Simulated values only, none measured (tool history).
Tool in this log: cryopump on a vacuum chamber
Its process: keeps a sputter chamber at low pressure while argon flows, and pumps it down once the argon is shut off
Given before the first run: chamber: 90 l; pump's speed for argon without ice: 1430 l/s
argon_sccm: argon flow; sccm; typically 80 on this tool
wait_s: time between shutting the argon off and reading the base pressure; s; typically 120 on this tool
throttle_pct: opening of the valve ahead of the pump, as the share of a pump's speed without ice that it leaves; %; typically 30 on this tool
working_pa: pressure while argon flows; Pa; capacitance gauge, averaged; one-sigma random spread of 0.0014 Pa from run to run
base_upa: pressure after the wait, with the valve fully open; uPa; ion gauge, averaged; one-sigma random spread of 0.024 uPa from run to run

| run | hour | argon_sccm | wait_s | throttle_pct | working_pa | base_upa |
|---|---|---|---|---|---|---|
| 1 | 0.0 | 80 | 120 | 30 | 0.3312 | 2.03 |
| 2 | 18.9 | 55 | 120 | 30 | 0.2271 | 2.06 |
| 3 | 37.5 | 55 | 120 | 30 | 0.2274 | 2.10 |
| 4 | 67.7 | 55 | 120 | 30 | 0.2281 | 2.16 |
| 5 | 89.8 | 55 | 120 | 30 | 0.2276 | 2.19 |
| 6 | 117.4 | 80 | 289 | 30 | 0.3324 | 1.77 |
| 7 | 142.3 | 80 | 289 | 30 | 0.3311 | 1.83 |
| 8 | 169.1 | 80 | 227 | 30 | 0.3312 | 1.89 |
| 9 | 196.1 | 80 | 227 | 30 | 0.3335 | 1.93 |
| 10 | 219.0 | 80 | 227 | 30 | 0.3338 | 2.04 |
| 11 | 246.8 | 80 | 184 | 30 | 0.3332 | 2.09 |
| 12 | 281.4 | 80 | 184 | 30 | 0.3348 | 2.13 |
| 13 | 305.2 | 80 | 120 | 38 | 0.2711 | 2.41 |
| 14 | 340.0 | 80 | 120 | 51 | 0.2062 | 2.43 |
| 15 | 378.2 | 71 | 120 | 30 | 0.2972 | 2.42 |
| 16 | 407.8 | 71 | 120 | 30 | 0.2986 | 2.48 |
| 17 | 435.8 | 71 | 120 | 30 | 0.2989 | 2.57 |
| 18 | 459.7 | 71 | 120 | 30 | 0.3011 | 2.47 |
| 19 | 488.1 | 66 | 82 | 32 | 0.2649 | 2.86 |
| 20 | 509.4 | 66 | 82 | 32 | 0.2650 | 2.82 |
| 21 | 534.2 | 63 | 120 | 30 | 0.2687 | 2.67 |
| 22 | 551.3 | 63 | 120 | 30 | 0.2669 | 2.64 |
| 23 | 578.0 | 68 | 62 | 26 | 0.3345 | 3.18 |
|  | 606.6 | pump warmed up, emptied and cooled again |
| 24 | 620.2 | 126 | 115 | 21 | 0.7116 | 2.34 |
| 25 | 662.3 | 126 | 115 | 21 | 0.7119 | 2.38 |
| 26 | 704.5 | 74 | 120 | 30 | 0.2947 | 2.41 |
| 27 | 742.8 | 56 | 70 | 22 | 0.3040 | 2.92 |
| 28 | 760.6 | 56 | 70 | 22 | 0.3042 | 2.91 |
| 29 | 794.3 | 56 | 70 | 22 | 0.3058 | 2.98 |
|  | 804.7 | leaking fittings of the chamber tightened, without venting |
| 30 | 828.7 | 56 | 70 | 48 | 0.1422 | 1.43 |
| 31 | 848.9 | 56 | 70 | 48 | 0.1409 | 1.41 |
| 32 | 884.1 | 134 | 114 | 17 | 0.9362 | 0.98 |
| 33 | 918.6 | 134 | 114 | 17 | 0.9405 | 1.03 |
| 34 | 946.1 | 127 | 114 | 17 | 0.8925 | 1.07 |
| 35 | 983.0 | 53 | 120 | 29 | 0.2235 | 1.04 |

Selected run-to-run steps in working_pa, each split into two signed amounts: the part the tool would show with no hidden state at all (from settings, incoming material and random variation), and the remainder, which goes to the hidden state together with any gauge scatter not common to the measured and the hidden-state-free results:
The tool's hidden condition here consists of: pump's speed, % of a pump's without ice; cold plate's temperature, K; leak into the chamber, uPa l/s; drift of the gauge itself on working_pa, %; drift of the gauge itself on base_upa, %.
Run 23 -> 24: argon_sccm 68 -> 126, wait_s 62 -> 115, throttle_pct 26 -> 21, pump warmed up, emptied and cooled again. working_pa +0.3771 Pa: hidden state -0.0195, all else +0.3966.
Run 25 -> 26: argon_sccm 126 -> 74, wait_s 115 -> 120, throttle_pct 21 -> 30. working_pa -0.4172 Pa: hidden state -0.0010, all else -0.4162.
Run 31 -> 32: argon_sccm 56 -> 134, wait_s 70 -> 114, throttle_pct 48 -> 17. working_pa +0.7953 Pa: hidden state +0.0061, all else +0.7892.
Run 34 -> 35: argon_sccm 127 -> 53, wait_s 114 -> 120, throttle_pct 17 -> 29. working_pa -0.6690 Pa: hidden state -0.0060, all else -0.6630.
